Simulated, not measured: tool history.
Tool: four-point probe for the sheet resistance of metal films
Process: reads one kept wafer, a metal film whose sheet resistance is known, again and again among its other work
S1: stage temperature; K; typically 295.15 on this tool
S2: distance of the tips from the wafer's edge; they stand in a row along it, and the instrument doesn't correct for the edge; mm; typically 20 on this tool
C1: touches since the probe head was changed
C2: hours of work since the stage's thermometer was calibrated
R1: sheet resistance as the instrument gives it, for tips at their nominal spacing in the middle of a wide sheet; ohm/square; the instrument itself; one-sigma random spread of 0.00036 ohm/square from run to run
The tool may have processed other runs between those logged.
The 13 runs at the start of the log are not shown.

{"run": 14, "hour": 396.3, "S1": 295.15, "S2": 29, "C1": 5819, "C2": 2010, "R1": 1.784178}
{"run": 15, "hour": 433.0, "S1": 295.15, "S2": 29, "C1": 6323, "C2": 2031, "R1": 1.784992}
{"run": 16, "hour": 457.5, "S1": 295.15, "S2": 16, "C1": 6659, "C2": 2044, "R1": 1.788788}
{"hour": 471.0, "done": "stage's thermometer calibrated"}
{"run": 17, "hour": 490.0, "S1": 295.15, "S2": 16, "C1": 7097, "C2": 11, "R1": 1.788846}
{"run": 18, "hour": 518.0, "S1": 298.15, "S2": 20, "C1": 7482, "C2": 27, "R1": 1.791124}
{"run": 19, "hour": 543.0, "S1": 298.15, "S2": 20, "C1": 7825, "C2": 41, "R1": 1.790772}
{"run": 20, "hour": 564.1, "S1": 295.15, "S2": 20, "C1": 8115, "C2": 53, "R1": 1.78663}
{"run": 21, "hour": 584.4, "S1": 295.15, "S2": 20, "C1": 8394, "C2": 64, "R1": 1.786241}
{"run": 22, "hour": 606.7, "S1": 295.15, "S2": 20, "C1": 8700, "C2": 77, "R1": 1.786793}
{"run": 23, "hour": 628.3, "S1": 307.15, "S2": 5, "C1": 8996, "C2": 89, "R1": 1.858225}
{"run": 24, "hour": 646.9, "S1": 307.15, "S2": 5, "C1": 9251, "C2": 100, "R1": 1.858804}
{"run": 25, "hour": 680.2, "S1": 295.15, "S2": 5, "C1": 9708, "C2": 119, "R1": 1.842786}
{"run": 26, "hour": 703.2, "S1": 295.15, "S2": 5, "C1": 10023, "C2": 132, "R1": 1.843227}
{"run": 27, "hour": 745.0, "S1": 303.15, "S2": 10, "C1": 10597, "C2": 155, "R1": 1.808001}
{"run": 28, "hour": 777.3, "S1": 295.15, "S2": 49, "C1": 11040, "C2": 173, "R1": 1.783605}

Run 29 is up next; what results do you expect?
{"run": 29, "hour": 795.1, "S1": 301.15, "S2": 19, "C1": 11284, "C2": 184, "R1": "?"}

R1: 1.795523 ohm/square
Minus the tool's unlogged condition, the same run would have read R1 1.795574 ohm/square.
